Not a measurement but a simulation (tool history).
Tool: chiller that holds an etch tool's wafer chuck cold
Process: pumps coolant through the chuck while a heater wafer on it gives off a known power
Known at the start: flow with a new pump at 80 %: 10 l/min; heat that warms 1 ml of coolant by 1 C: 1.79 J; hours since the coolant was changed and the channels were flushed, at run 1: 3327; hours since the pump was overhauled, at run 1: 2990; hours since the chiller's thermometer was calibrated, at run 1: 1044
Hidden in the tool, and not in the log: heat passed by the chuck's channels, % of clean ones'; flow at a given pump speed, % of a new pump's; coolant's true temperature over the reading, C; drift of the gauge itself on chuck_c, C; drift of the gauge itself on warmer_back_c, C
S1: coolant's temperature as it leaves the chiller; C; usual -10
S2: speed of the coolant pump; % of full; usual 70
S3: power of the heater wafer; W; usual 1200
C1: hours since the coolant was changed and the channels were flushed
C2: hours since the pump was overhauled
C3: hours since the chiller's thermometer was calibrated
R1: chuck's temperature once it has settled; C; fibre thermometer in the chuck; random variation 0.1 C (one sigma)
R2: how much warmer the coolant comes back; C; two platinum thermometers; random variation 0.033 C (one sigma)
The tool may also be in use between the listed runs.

run 1 day=0 | S1=-10 S2=70 S3=1200 | C1=3327 C2=2990 C3=1044 | R1=0.2 R2=4.66
run 2 day=4.904 | S1=-10 S2=70 S3=1200 | C1=3445 C2=3108 C3=1161 | R1=0.2 R2=4.61
run 3 day=9.767 | S1=-3 S2=70 S3=1200 | C1=3562 C2=3225 C3=1278 | R1=7.2 R2=4.65
run 4 day=14.221 | S1=-10 S2=70 S3=968 | C1=3669 C2=3332 C3=1385 | R1=-1.9 R2=3.68
run 5 day=17.825 | S1=-10 S2=70 S3=968 | C1=3755 C2=3418 C3=1471 | R1=-1.7 R2=3.76
run 6 day=23.575 | S1=-10 S2=70 S3=968 | C1=3893 C2=3556 C3=1609 | R1=-1.6 R2=3.7
run 7 day=28.404 | S1=-10 S2=70 S3=968 | C1=4009 C2=3672 C3=1725 | R1=-1.8 R2=3.71
run 8 day=31.825 | S1=-10 S2=70 S3=968 | C1=4091 C2=3754 C3=1807 | R1=-1.8 R2=3.69
run 9 day=38.983 | S1=-10 S2=70 S3=1200 | C1=4263 C2=3926 C3=1979 | R1=0.3 R2=4.51
-- day=40.542 coolant changed, channels flushed
run 10 day=47.146 | S1=-10 S2=70 S3=1200 | C1=159 C2=4116 C3=2169 | R1=0 R2=4.59
run 11 day=51.142 | S1=-10 S2=70 S3=1200 | C1=254 C2=4212 C3=2265 | R1=0.3 R2=4.51
run 12 day=54.508 | S1=-10 S2=70 S3=1200 | C1=335 C2=4293 C3=2346 | R1=0.2 R2=4.55
run 13 day=62.304 | S1=-10 S2=70 S3=991 | C1=522 C2=4480 C3=2533 | R1=-1.7 R2=3.64
-- day=63.075 coolant pump overhauled
run 14 day=68.896 | S1=-10 S2=70 S3=991 | C1=676 C2=140 C3=2686 | R1=-1.4 R2=3.63
run 15 day=72.654 | S1=-10 S2=70 S3=984 | C1=766 C2=230 C3=2776 | R1=-1.8 R2=3.56
run 16 day=80.038 | S1=-10 S2=70 S3=984 | C1=943 C2=407 C3=2953 | R1=-1.7 R2=3.59
-- day=82.758 gauge calibrated
run 17 day=84.612 | S1=-10 S2=70 S3=984 | C1=1053 C2=517 C3=3063 | R1=-1.7 R2=3.73
run 18 day=91.217 | S1=-2 S2=66 S3=640 | C1=1211 C2=675 C3=3222 | R1=3.8 R2=2.59
run 19 day=96.917 | S1=-19 S2=85 S3=998 | C1=1348 C2=812 C3=3359 | R1=-12.1 R2=3.08
run 20 day=104.483 | S1=-19 S2=85 S3=998 | C1=1530 C2=994 C3=3540 | R1=-12 R2=3.06
run 21 day=109.633 | S1=0 S2=95 S3=1200 | C1=1653 C2=1117 C3=3664 | R1=7.5 R2=3.24
run 22 day=114.758 | S1=0 S2=95 S3=1200 | C1=1776 C2=1240 C3=3787 | R1=7.7 R2=3.22
run 23 day=119.208 | S1=-14 S2=90 S3=1353 | C1=1883 C2=1347 C3=3894 | R1=-5 R2=3.9
run 24 day=123.412 | S1=-14 S2=90 S3=1353 | C1=1984 C2=1448 C3=3994 | R1=-5 R2=3.88
run 25 day=129.754 | S1=-3 S2=90 S3=1353 | C1=2136 C2=1600 C3=4147 | R1=5.7 R2=3.85
run 26 day=134.212 | S1=-18 S2=90 S3=1538 | C1=2243 C2=1707 C3=4254 | R1=-7.8 R2=4.3
run 27 day=140.879 | S1=-18 S2=90 S3=1538 | C1=2403 C2=1867 C3=4414 | R1=-7.8 R2=4.38
run 28 day=144.975 | S1=-17 S2=70 S3=1200 | C1=2501 C2=1966 C3=4512 | R1=-6.8 R2=4.49
run 29 day=152.854 | S1=-17 S2=70 S3=1200 | C1=2691 C2=2155 C3=4701 | R1=-6.9 R2=4.46
-- day=153.738 gauge calibrated
run 30 day=160.071 | S1=-17 S2=70 S3=1200 | C1=2864 C2=2328 C3=4874 | R1=-6.8 R2=4.65
run 31 day=168.133 | S1=-17 S2=70 S3=1200 | C1=3057 C2=2521 C3=5068 | R1=-6.9 R2=4.6

Forecast each of these 4 alternatives for the next run:
run A day=175.175 | S1=-12 S2=74 S3=1594 | C1=3226 C2=2690 C3=5237 | R1=? R2=?
run B day=175.175 | S1=-15 S2=76 S3=1200 | C1=3226 C2=2690 C3=5237 | R1=? R2=?
run C day=175.175 | S1=-2 S2=72 S3=1200 | C1=3226 C2=2690 C3=5237 | R1=? R2=?
run D day=175.175 | S1=-10 S2=91 S3=1200 | C1=3226 C2=2690 C3=5237 | R1=? R2=?

run=A R1=0.8 R2=5.77
run=B R1=-5.4 R2=4.2
run=C R1=7.8 R2=4.44
run=D R1=-2.2 R2=3.46
Without the tool's hidden state the same runs would have given:
run=A R1=0.8 R2=5.82
run=B R1=-5.4 R2=4.26
run=C R1=7.8 R2=4.5
run=D R1=-2.2 R2=3.51

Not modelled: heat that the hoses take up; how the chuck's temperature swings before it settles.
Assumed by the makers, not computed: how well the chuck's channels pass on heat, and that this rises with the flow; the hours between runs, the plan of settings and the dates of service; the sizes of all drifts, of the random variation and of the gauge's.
